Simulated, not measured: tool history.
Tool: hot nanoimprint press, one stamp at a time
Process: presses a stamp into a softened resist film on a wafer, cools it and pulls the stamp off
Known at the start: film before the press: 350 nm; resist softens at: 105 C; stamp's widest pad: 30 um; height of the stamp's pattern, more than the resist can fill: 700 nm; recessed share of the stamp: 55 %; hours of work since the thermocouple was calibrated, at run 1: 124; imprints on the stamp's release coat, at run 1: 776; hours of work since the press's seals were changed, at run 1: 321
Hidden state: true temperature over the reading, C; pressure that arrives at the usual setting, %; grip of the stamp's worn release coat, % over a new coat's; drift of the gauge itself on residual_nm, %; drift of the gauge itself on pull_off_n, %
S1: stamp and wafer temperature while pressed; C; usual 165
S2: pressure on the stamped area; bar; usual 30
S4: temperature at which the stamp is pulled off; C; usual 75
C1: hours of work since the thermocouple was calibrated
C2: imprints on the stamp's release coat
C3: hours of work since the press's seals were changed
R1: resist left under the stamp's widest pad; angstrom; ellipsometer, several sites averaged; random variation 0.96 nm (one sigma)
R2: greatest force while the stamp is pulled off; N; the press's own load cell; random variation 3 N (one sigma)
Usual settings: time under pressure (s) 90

{"run": 1, "hour": 0.0, "S1": 165, "S2": 30, "time under pressure (s)": 90, "S4": 75, "C1": 124, "C2": 776, "C3": 321, "R1": 1313, "R2": 159}
{"run": 2, "hour": 15.8, "S1": 165, "S2": 30, "time under pressure (s)": 90, "S4": 75, "C1": 131, "C2": 808, "C3": 328, "R1": 1333, "R2": 159}
{"run": 3, "hour": 43.2, "S1": 165, "S2": 30, "time under pressure (s)": 90, "S4": 75, "C1": 144, "C2": 863, "C3": 340, "R1": 1331, "R2": 155}
{"run": 4, "hour": 70.0, "S1": 165, "S2": 30, "time under pressure (s)": 90, "S4": 75, "C1": 156, "C2": 917, "C3": 352, "R1": 1331, "R2": 157}
{"hour": 89.3, "done": "stamp cleaned and given a new release coat"}
{"run": 5, "hour": 102.7, "S1": 165, "S2": 30, "time under pressure (s)": 90, "S4": 75, "C1": 168, "C2": 27, "C3": 364, "R1": 1321, "R2": 141}
{"run": 6, "hour": 123.3, "S1": 165, "S2": 30, "time under pressure (s)": 90, "S4": 75, "C1": 177, "C2": 68, "C3": 374, "R1": 1327, "R2": 138}
{"run": 7, "hour": 136.9, "S1": 165, "S2": 30, "time under pressure (s)": 90, "S4": 75, "C1": 183, "C2": 95, "C3": 380, "R1": 1320, "R2": 139}
{"run": 8, "hour": 167.3, "S1": 165, "S2": 30, "time under pressure (s)": 90, "S4": 75, "C1": 197, "C2": 157, "C3": 393, "R1": 1313, "R2": 142}
{"run": 9, "hour": 189.4, "S1": 165, "S2": 30, "time under pressure (s)": 90, "S4": 75, "C1": 207, "C2": 201, "C3": 403, "R1": 1321, "R2": 143}
{"run": 10, "hour": 213.7, "S1": 165, "S2": 30, "time under pressure (s)": 90, "S4": 75, "C1": 217, "C2": 250, "C3": 414, "R1": 1305, "R2": 141}
{"run": 11, "hour": 244.5, "S1": 165, "S2": 30, "time under pressure (s)": 90, "S4": 82, "C1": 231, "C2": 312, "C3": 428, "R1": 1315, "R2": 131}
{"run": 12, "hour": 267.9, "S1": 165, "S2": 30, "time under pressure (s)": 90, "S4": 75, "C1": 242, "C2": 359, "C3": 438, "R1": 1302, "R2": 147}
{"run": 13, "hour": 281.2, "S1": 165, "S2": 30, "time under pressure (s)": 90, "S4": 75, "C1": 248, "C2": 386, "C3": 444, "R1": 1313, "R2": 149}
{"run": 14, "hour": 298.8, "S1": 165, "S2": 30, "time under pressure (s)": 142, "S4": 75, "C1": 256, "C2": 421, "C3": 452, "R1": 1089, "R2": 150}
{"run": 15, "hour": 327.1, "S1": 175, "S2": 30, "time under pressure (s)": 90, "S4": 75, "C1": 268, "C2": 478, "C3": 465, "R1": 777, "R2": 151}
{"run": 16, "hour": 351.7, "S1": 175, "S2": 30, "time under pressure (s)": 114, "S4": 73, "C1": 279, "C2": 528, "C3": 476, "R1": 694, "R2": 160}
{"run": 17, "hour": 376.0, "S1": 169, "S2": 23, "time under pressure (s)": 91, "S4": 70, "C1": 290, "C2": 576, "C3": 487, "R1": 1186, "R2": 164}
{"run": 18, "hour": 406.4, "S1": 165, "S2": 30, "time under pressure (s)": 90, "S4": 80, "C1": 304, "C2": 637, "C3": 501, "R1": 1294, "R2": 141}
{"run": 19, "hour": 428.3, "S1": 165, "S2": 30, "time under pressure (s)": 90, "S4": 63, "C1": 314, "C2": 682, "C3": 510, "R1": 1267, "R2": 178}
{"run": 20, "hour": 451.7, "S1": 155, "S2": 30, "time under pressure (s)": 143, "S4": 70, "C1": 324, "C2": 729, "C3": 521, "R1": 1865, "R2": 170}
{"run": 21, "hour": 475.6, "S1": 169, "S2": 30, "time under pressure (s)": 51, "S4": 79, "C1": 335, "C2": 777, "C3": 532, "R1": 1312, "R2": 147}
{"run": 22, "hour": 497.6, "S1": 169, "S2": 18.1, "time under pressure (s)": 51, "S4": 75, "C1": 345, "C2": 821, "C3": 542, "R1": 1636, "R2": 158}
{"run": 23, "hour": 523.1, "S1": 169, "S2": 18.1, "time under pressure (s)": 51, "S4": 75, "C1": 356, "C2": 872, "C3": 553, "R1": 1627, "R2": 160}
{"run": 24, "hour": 549.6, "S1": 165, "S2": 29.7, "time under pressure (s)": 90, "S4": 68, "C1": 368, "C2": 926, "C3": 565, "R1": 1284, "R2": 177}
{"hour": 565.1, "done": "stamp cleaned and given a new release coat"}
{"run": 25, "hour": 586.0, "S1": 165, "S2": 29.7, "time under pressure (s)": 90, "S4": 68, "C1": 382, "C2": 42, "C3": 578, "R1": 1266, "R2": 149}

3 ways to go on from here, each from the tool as it stands after run 25. What would each give?
{"run": "A", "hour": 609.6, "S1": 176, "S2": 45.9, "time under pressure (s)": 60, "S4": 68, "C1": 392, "C2": 89, "C3": 589, "R1": "?", "R2": "?"}
{"run": "B", "hour": 609.6, "S1": 160, "S2": 29.7, "time under pressure (s)": 92, "S4": 77, "C1": 392, "C2": 89, "C3": 589, "R1": "?", "R2": "?"}
{"run": "C", "hour": 609.6, "S1": 165, "S2": 29.7, "time under pressure (s)": 116, "S4": 68, "C1": 392, "C2": 89, "C3": 589, "R1": "?", "R2": "?"}

run=A R1=694 R2=155
run=B R1=1658 R2=132
run=C R1=1151 R2=154
Without the tool's hidden state the same runs would have given:
run=A R1=731 R2=156
run=B R1=1777 R2=133
run=C R1=1236 R2=155

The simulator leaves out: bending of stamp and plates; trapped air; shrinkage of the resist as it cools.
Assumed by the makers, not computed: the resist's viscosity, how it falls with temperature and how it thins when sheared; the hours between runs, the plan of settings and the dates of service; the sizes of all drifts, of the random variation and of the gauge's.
